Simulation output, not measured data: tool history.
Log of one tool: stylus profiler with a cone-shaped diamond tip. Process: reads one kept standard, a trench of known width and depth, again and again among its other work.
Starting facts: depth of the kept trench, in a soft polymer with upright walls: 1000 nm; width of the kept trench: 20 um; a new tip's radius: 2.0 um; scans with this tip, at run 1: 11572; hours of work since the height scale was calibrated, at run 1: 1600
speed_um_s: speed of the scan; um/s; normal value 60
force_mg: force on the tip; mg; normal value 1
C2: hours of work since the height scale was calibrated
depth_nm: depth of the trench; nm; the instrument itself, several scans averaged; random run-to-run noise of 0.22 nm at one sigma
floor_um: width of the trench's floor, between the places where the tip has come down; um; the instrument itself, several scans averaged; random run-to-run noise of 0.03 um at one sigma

run 1 hour=0 | speed_um_s=60 force_mg=1 | scans_with_this_tip=11572 C2=1600 | depth_nm=996.75 floor_um=13.65
run 2 hour=33.2 | speed_um_s=60 force_mg=1.79 | scans_with_this_tip=11689 C2=1616 | depth_nm=999.09 floor_um=13.72
run 3 hour=72.2 | speed_um_s=60 force_mg=1.79 | scans_with_this_tip=11826 C2=1635 | depth_nm=998.81 floor_um=13.73
run 4 hour=105.3 | speed_um_s=63 force_mg=1 | scans_with_this_tip=11942 C2=1651 | depth_nm=996.64 floor_um=13.56
run 5 hour=146 | speed_um_s=35 force_mg=1 | scans_with_this_tip=12086 C2=1671 | depth_nm=996.93 floor_um=13.71
run 6 hour=168.3 | speed_um_s=21 force_mg=1 | scans_with_this_tip=12164 C2=1682 | depth_nm=996.54 floor_um=13.75
run 7 hour=187.3 | speed_um_s=21 force_mg=1 | scans_with_this_tip=12231 C2=1691 | depth_nm=996.61 floor_um=13.75
run 8 hour=207 | speed_um_s=21 force_mg=1 | scans_with_this_tip=12301 C2=1700 | depth_nm=996.31 floor_um=13.77
run 9 hour=237.1 | speed_um_s=21 force_mg=1 | scans_with_this_tip=12406 C2=1715 | depth_nm=996.29 floor_um=13.69
run 10 hour=272.5 | speed_um_s=60 force_mg=1 | scans_with_this_tip=12531 C2=1732 | depth_nm=996.33 floor_um=13.48
run 11 hour=299.9 | speed_um_s=60 force_mg=1 | scans_with_this_tip=12628 C2=1746 | depth_nm=995.89 floor_um=13.49
run 12 hour=337.8 | speed_um_s=60 force_mg=0.36 | scans_with_this_tip=12761 C2=1764 | depth_nm=994.27 floor_um=13.26
run 13 hour=359.4 | speed_um_s=60 force_mg=0.35 | scans_with_this_tip=12837 C2=1775 | depth_nm=994.06 floor_um=13.21
run 14 hour=390 | speed_um_s=60 force_mg=0.35 | scans_with_this_tip=12945 C2=1789 | depth_nm=994.39 floor_um=13.2
run 15 hour=415.2 | speed_um_s=161 force_mg=0.35 | scans_with_this_tip=13034 C2=1802 | depth_nm=993.68 floor_um=12.35
run 16 hour=431.8 | speed_um_s=161 force_mg=0.35 | scans_with_this_tip=13092 C2=1810 | depth_nm=993.39 floor_um=12.3
run 17 hour=454.7 | speed_um_s=60 force_mg=1 | scans_with_this_tip=13173 C2=1821 | depth_nm=996.41 floor_um=13.37
run 18 hour=471.7 | speed_um_s=60 force_mg=1.4 | scans_with_this_tip=13233 C2=1829 | depth_nm=997.12 floor_um=13.46
run 19 hour=489.5 | speed_um_s=198 force_mg=1.4 | scans_with_this_tip=13295 C2=1838 | depth_nm=996.38 floor_um=12.84
run 20 hour=517 | speed_um_s=198 force_mg=0.56 | scans_with_this_tip=13392 C2=1851 | depth_nm=994.38 floor_um=12.31
run 21 hour=547.2 | speed_um_s=163 force_mg=0.86 | scans_with_this_tip=13498 C2=1866 | depth_nm=994.99 floor_um=12.79
-- hour=565.1 new tip fitted, height scale calibrated
run 22 hour=568.8 | speed_um_s=31 force_mg=0.77 | scans_with_this_tip=13 C2=2 | depth_nm=1003.61 floor_um=16.3
run 23 hour=595.8 | speed_um_s=126 force_mg=2.03 | scans_with_this_tip=108 C2=15 | depth_nm=1006.69 floor_um=15.97
run 24 hour=624.2 | speed_um_s=126 force_mg=2.03 | scans_with_this_tip=208 C2=29 | depth_nm=1007.07 floor_um=15.97
run 25 hour=649.7 | speed_um_s=21 force_mg=1.01 | scans_with_this_tip=298 C2=41 | depth_nm=1003.85 floor_um=16.23
run 26 hour=679.1 | speed_um_s=18 force_mg=1.66 | scans_with_this_tip=402 C2=56 | depth_nm=1005.59 floor_um=16.26
run 27 hour=718.3 | speed_um_s=23 force_mg=1.11 | scans_with_this_tip=540 C2=75 | depth_nm=1003.87 floor_um=16.21
-- hour=722.5 height scale calibrated on a step standard
run 28 hour=755.8 | speed_um_s=145 force_mg=1.08 | scans_with_this_tip=670 C2=16 | depth_nm=1003.79 floor_um=15.57
run 29 hour=782.1 | speed_um_s=145 force_mg=1.08 | scans_with_this_tip=762 C2=29 | depth_nm=1004.18 floor_um=15.53
run 30 hour=806.6 | speed_um_s=145 force_mg=0.59 | scans_with_this_tip=849 C2=41 | depth_nm=1002.79 floor_um=15.29
run 31 hour=847.3 | speed_um_s=145 force_mg=0.59 | scans_with_this_tip=992 C2=61 | depth_nm=1002.35 floor_um=15.26
-- hour=883.1 height scale calibrated on a step standard, once more
run 32 hour=884.2 | speed_um_s=108 force_mg=2.46 | scans_with_this_tip=1120 C2=1 | depth_nm=1007.87 floor_um=15.81
run 33 hour=915 | speed_um_s=39 force_mg=0.98 | scans_with_this_tip=1229 C2=16 | depth_nm=1004.1 floor_um=15.97
run 34 hour=935 | speed_um_s=93 force_mg=2.4 | scans_with_this_tip=1299 C2=25 | depth_nm=1007.44 floor_um=15.8
run 35 hour=963.8 | speed_um_s=93 force_mg=2.4 | scans_with_this_tip=1400 C2=39 | depth_nm=1007.31 floor_um=15.79
run 36 hour=995.5 | speed_um_s=95 force_mg=0.64 | scans_with_this_tip=1512 C2=55 | depth_nm=1002.63 floor_um=15.49
run 37 hour=1025.3 | speed_um_s=95 force_mg=0.64 | scans_with_this_tip=1617 C2=69 | depth_nm=1002.65 floor_um=15.45
run 38 hour=1055.9 | speed_um_s=95 force_mg=0.64 | scans_with_this_tip=1725 C2=84 | depth_nm=1002.43 floor_um=15.43
run 39 hour=1075.5 | speed_um_s=22 force_mg=1 | scans_with_this_tip=1794 C2=94 | depth_nm=1003.95 floor_um=15.88
run 40 hour=1111.4 | speed_um_s=22 force_mg=1 | scans_with_this_tip=1920 C2=111 | depth_nm=1003.93 floor_um=15.78

Below are 4 alternative next runs, each starting from the tool's condition after run 40. Predict each:
run A hour=1140 | speed_um_s=34 force_mg=0.89 | scans_with_this_tip=2021 C2=125 | depth_nm=? floor_um=?
run B hour=1140 | speed_um_s=56 force_mg=1.12 | scans_with_this_tip=2021 C2=125 | depth_nm=? floor_um=?
run C hour=1140 | speed_um_s=22 force_mg=1 | scans_with_this_tip=2021 C2=125 | depth_nm=? floor_um=?
run D hour=1140 | speed_um_s=27 force_mg=1.18 | scans_with_this_tip=2021 C2=125 | depth_nm=? floor_um=?

run=A depth_nm=1003.41 floor_um=15.79
run=B depth_nm=1003.62 floor_um=15.65
run=C depth_nm=1003.36 floor_um=15.8
run=D depth_nm=1003.9 floor_um=15.83
Without the tool's unlogged condition, the same runs would have read:
run=A depth_nm=1004.12 floor_um=16.43
run=B depth_nm=1004.33 floor_um=16.29
run=C depth_nm=1004.07 floor_um=16.44
run=D depth_nm=1004.61 floor_um=16.48
